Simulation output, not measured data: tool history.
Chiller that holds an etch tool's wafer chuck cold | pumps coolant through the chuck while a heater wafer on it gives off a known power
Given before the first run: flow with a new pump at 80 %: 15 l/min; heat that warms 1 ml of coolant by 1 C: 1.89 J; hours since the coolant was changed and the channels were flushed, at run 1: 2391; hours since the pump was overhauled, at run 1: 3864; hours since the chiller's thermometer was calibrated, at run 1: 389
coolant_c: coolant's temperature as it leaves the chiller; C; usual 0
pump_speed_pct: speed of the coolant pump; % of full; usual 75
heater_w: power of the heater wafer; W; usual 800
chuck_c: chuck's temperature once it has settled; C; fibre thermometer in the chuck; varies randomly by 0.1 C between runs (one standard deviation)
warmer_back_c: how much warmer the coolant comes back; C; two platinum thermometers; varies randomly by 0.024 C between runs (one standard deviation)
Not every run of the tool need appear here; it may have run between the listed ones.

| run | hour | coolant_c | pump_speed_pct | heater_w | hours since the coolant was changed and the channels were flushed | hours since the pump was overhauled | hours since the chiller's thermometer was calibrated | chuck_c | warmer_back_c |
|---|---|---|---|---|---|---|---|---|---|
| 1 | 0.0 | 0 | 75 | 800 | 2391 | 3864 | 389 | 6.3 | 1.91 |
| 2 | 191.5 | 0 | 75 | 800 | 2582 | 4056 | 580 | 6.4 | 1.87 |
| 3 | 274.7 | 0 | 75 | 800 | 2665 | 4139 | 663 | 6.4 | 1.85 |
| 4 | 394.4 | 7 | 75 | 800 | 2785 | 4259 | 783 | 13.5 | 1.86 |
| 5 | 508.4 | 7 | 75 | 800 | 2899 | 4373 | 897 | 13.5 | 1.90 |
| 6 | 664.5 | 9 | 75 | 800 | 3055 | 4529 | 1053 | 15.7 | 1.92 |
| 7 | 851.4 | 9 | 75 | 800 | 3242 | 4716 | 1240 | 15.8 | 1.89 |
| 8 | 1029.3 | 9 | 75 | 819 | 3420 | 4894 | 1418 | 16.0 | 1.92 |
| 9 | 1205.9 | 0 | 74 | 1158 | 3596 | 5070 | 1594 | 10.2 | 2.82 |
| 10 | 1370.6 | 7 | 75 | 1103 | 3761 | 5235 | 1759 | 16.4 | 2.63 |
| 11 | 1534.8 | 7 | 75 | 1103 | 3925 | 5399 | 1923 | 16.4 | 2.64 |

Selected run-to-run steps in chuck_c, each split into two signed amounts: the part the tool would show with no hidden state at all (from settings, incoming material and random variation), and the remainder, which goes to the hidden state together with any gauge scatter not common to the measured and the hidden-state-free results:
Hidden conditions of the tool in this case: heat passed by the chuck's channels, % of clean ones'; flow at a given pump speed, % of a new pump's; coolant's true temperature over the reading, C; drift of the gauge itself on chuck_c, C; drift of the gauge itself on warmer_back_c, C.
Run 3 -> 4: coolant_c 0 -> 7. chuck_c +7.1 C: hidden state +0.0, all else +7.1.
Run 8 -> 9: coolant_c 9 -> 0, pump_speed_pct 75 -> 74, heater_w 819 -> 1158. chuck_c -5.8 C: hidden state +0.3, all else -6.1.

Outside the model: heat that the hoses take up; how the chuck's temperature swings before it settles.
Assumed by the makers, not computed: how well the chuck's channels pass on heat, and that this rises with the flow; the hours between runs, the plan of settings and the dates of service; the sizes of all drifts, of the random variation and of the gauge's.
